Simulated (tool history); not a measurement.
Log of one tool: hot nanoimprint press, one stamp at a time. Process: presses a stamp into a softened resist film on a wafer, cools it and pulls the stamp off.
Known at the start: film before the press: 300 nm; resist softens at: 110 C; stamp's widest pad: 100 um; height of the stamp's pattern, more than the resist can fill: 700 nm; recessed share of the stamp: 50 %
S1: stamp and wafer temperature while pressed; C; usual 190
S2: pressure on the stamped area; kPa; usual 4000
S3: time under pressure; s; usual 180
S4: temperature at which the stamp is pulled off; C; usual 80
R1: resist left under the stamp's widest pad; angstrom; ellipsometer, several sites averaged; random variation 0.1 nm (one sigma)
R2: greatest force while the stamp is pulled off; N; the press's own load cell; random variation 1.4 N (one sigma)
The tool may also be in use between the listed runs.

| run | day | S1 | S2 | S3 | S4 | R1 | R2 |
|---|---|---|---|---|---|---|---|
| 1 | 0 | 190 | 4000 | 180 | 80 | 1392 | 173 |
| 2 | 0.192 | 190 | 4000 | 180 | 80 | 1392 | 173 |
| 3 | 0.383 | 190 | 4000 | 180 | 80 | 1392 | 174 |
| 4 | 0.55 | 179 | 4000 | 180 | 80 | 1806 | 174 |
| 5 | 0.788 | 190 | 4000 | 180 | 80 | 1392 | 171 |
| 6 | 0.958 | 190 | 4000 | 236 | 80 | 1250 | 173 |
| 7 | 1.179 | 190 | 4000 | 180 | 80 | 1391 | 178 |
| 8 | 1.367 | 190 | 4000 | 180 | 80 | 1391 | 178 |
| 9 | 1.696 | 190 | 4000 | 180 | 80 | 1389 | 178 |
| 10 | 1.942 | 190 | 4000 | 180 | 80 | 1390 | 180 |
| 11 | 2.146 | 182 | 4000 | 180 | 80 | 1683 | 178 |
| 12 | 2.425 | 182 | 4000 | 180 | 80 | 1679 | 178 |
| 13 | 2.75 | 190 | 3480 | 180 | 80 | 1471 | 179 |
| 14 | 3.138 | 186 | 4000 | 180 | 80 | 1529 | 178 |
| 15 | 3.304 | 197 | 4000 | 180 | 80 | 1180 | 178 |
| 16 | 3.662 | 197 | 4000 | 180 | 80 | 1183 | 179 |
| 17 | 3.925 | 179 | 4000 | 216 | 69 | 1699 | 225 |
| 18 | 4.142 | 190 | 3370 | 180 | 80 | 1489 | 181 |
| 19 | 4.321 | 188 | 4000 | 180 | 77 | 1458 | 194 |
| 20 | 4.654 | 188 | 4000 | 180 | 77 | 1457 | 196 |
| 21 | 4.904 | 194 | 2980 | 180 | 77 | 1432 | 195 |
| 22 | 5.254 | 201 | 4210 | 292 | 80 | 855 | 182 |
| 23 | 5.429 | 201 | 2730 | 292 | 75 | 1047 | 204 |
| 24 | 5.662 | 197 | 2730 | 292 | 76 | 1147 | 197 |
| 25 | 6.012 | 197 | 2730 | 292 | 76 | 1145 | 202 |
|  | 6.525 | stamp cleaned and given a new release coat |
| 26 | 6.612 | 178 | 4000 | 180 | 80 | 1842 | 160 |
| 27 | 6.867 | 196 | 3360 | 224 | 68 | 1192 | 206 |
| 28 | 7.146 | 196 | 3360 | 224 | 68 | 1192 | 205 |
| 29 | 7.488 | 196 | 3360 | 224 | 68 | 1191 | 205 |
| 30 | 7.85 | 190 | 4000 | 180 | 66 | 1389 | 211 |
| 31 | 8.15 | 190 | 4510 | 309 | 66 | 1057 | 214 |

Measured less the same run without the tool's hidden state. The same run-to-run variation is in both; the gauge's scatter may not be:
The hidden state here: true temperature over the reading, C; pressure that arrives at the usual setting, %; grip of the stamp's worn release coat, % over a new coat's; drift of the gauge itself on residual_nm, %; drift of the gauge itself on pull_off_n, %.
| run | R1 | R2 |
|---|---|---|
| 1 | -22 | +9 |
| 2 | -22 | +10 |
| 3 | -23 | +10 |
| 4 | -29 | +11 |
| 5 | -22 | +10 |
| 6 | -21 | +11 |
| 7 | -23 | +12 |
| 8 | -23 | +12 |
| 9 | -24 | +13 |
| 10 | -24 | +13 |
| 11 | -28 | +14 |
| 12 | -29 | +14 |
| 13 | -25 | +14 |
| 14 | -27 | +15 |
| 15 | -20 | +16 |
| 16 | -20 | +16 |
| 17 | -31 | +22 |
| 18 | -26 | +17 |
| 19 | -26 | +19 |
| 20 | -27 | +20 |
| 21 | -25 | +20 |
| 22 | -14 | +19 |
| 23 | -18 | +22 |
| 24 | -21 | +22 |
| 25 | -22 | +23 |
| 26 | -34 | -3 |
| 27 | -22 | -2 |
| 28 | -23 | -1 |
| 29 | -23 | -1 |
| 30 | -26 | -1 |
| 31 | -22 | +1 |
